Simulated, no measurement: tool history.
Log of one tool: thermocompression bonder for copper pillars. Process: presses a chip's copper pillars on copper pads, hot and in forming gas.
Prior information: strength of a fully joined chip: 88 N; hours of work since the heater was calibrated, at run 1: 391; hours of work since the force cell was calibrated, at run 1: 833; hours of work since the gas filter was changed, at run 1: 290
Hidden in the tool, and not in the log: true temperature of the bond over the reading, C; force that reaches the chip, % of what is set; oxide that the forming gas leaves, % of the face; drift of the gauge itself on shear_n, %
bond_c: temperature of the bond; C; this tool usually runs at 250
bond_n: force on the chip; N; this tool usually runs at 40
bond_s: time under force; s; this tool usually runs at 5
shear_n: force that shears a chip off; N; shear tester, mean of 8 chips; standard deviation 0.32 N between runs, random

run    hour  bond_c  bond_n  bond_s  hours of work since the heater was calibrated  hours of work since the force cell was calibrated  hours of work since the gas filter was changed  shear_n
  1       0     250      40       5                                            391                                                833                                             290     59.5
  2    60.7     250      40       5                                            432                                                873                                             330     58.8
  3   135.3     250      40       5                                            481                                                923                                             380     58.4
  4   212.1     238      40       5                                            532                                                974                                             431     51.7
  5     262     250      46       5                                            566                                               1007                                             464     63.5
      300.3  -- forming gas filter changed
  6   338.9     250      40       7                                            616                                               1058                                              26     64.4
  7   406.1     250      40       5                                            661                                               1103                                              70       59
  8   460.3     250      40       5                                            697                                               1139                                             106     59.3
  9   497.9     250      40       5                                            722                                               1164                                             131     58.8
 10   562.5     250      40       5                                            765                                               1207                                             175     59.6
 11   603.2     250      40       5                                            792                                               1234                                             202     59.2
 12   645.4     250      40       5                                            820                                               1262                                             230     58.6
 13   678.8     261      40       5                                            843                                               1284                                             252     65.2
 14   739.6     261      40       5                                            883                                               1325                                             292     64.6
 15   798.5     250      40       5                                            922                                               1364                                             332     59.7
 16   851.3     250      40       5                                            957                                               1399                                             367     58.9
        882  -- force cell calibrated
 17   923.8     250      40       9                                           1005                                                 28                                             414     68.1
 18   997.2     250      34       9                                           1054                                                 77                                             463     63.3
     1034.4  -- forming gas filter changed
 19  1050.2     250      40       5                                           1089                                                112                                              10       59
 20  1091.1     250      40       5                                           1116                                                139                                              38     59.5
 21  1158.3     250      39       3                                           1161                                                184                                              82     50.3
 22  1221.2     232      30       8                                           1202                                                225                                             124     47.7
 23  1254.3     230      30       5                                           1224                                                247                                             146     39.4
 24  1310.4     250      40       3                                           1262                                                285                                             184     50.9
 25  1348.8     250      40       3                                           1287                                                310                                             209     50.5
 26    1400     250      26      12                                           1321                                                344                                             243     60.5
 27  1445.1     268      56       9                                           1351                                                374                                             273     82.5
 28  1480.6     257      56       9                                           1375                                                398                                             297     79.6
 29  1555.3     250      51       3                                           1425                                                448                                             347       58
 30  1624.4     250      42       3                                           1471                                                494                                             393     52.5
 31  1669.8     268      50       3                                           1501                                                524                                             423     66.8
 32  1738.8     264      49      15                                           1547                                                570                                             469       83

Run 33, settings as shown, results not yet in. Your forecast:
     1769.3  -- forming gas filter changed
 33  1771.9     264      49      15                                           1569                                                592                                               2        ?

Run 33 produced shear_n 83.4 N.
If the tool had no hidden condition, the same run with the same run-to-run variation would have returned shear_n 83.3 N.
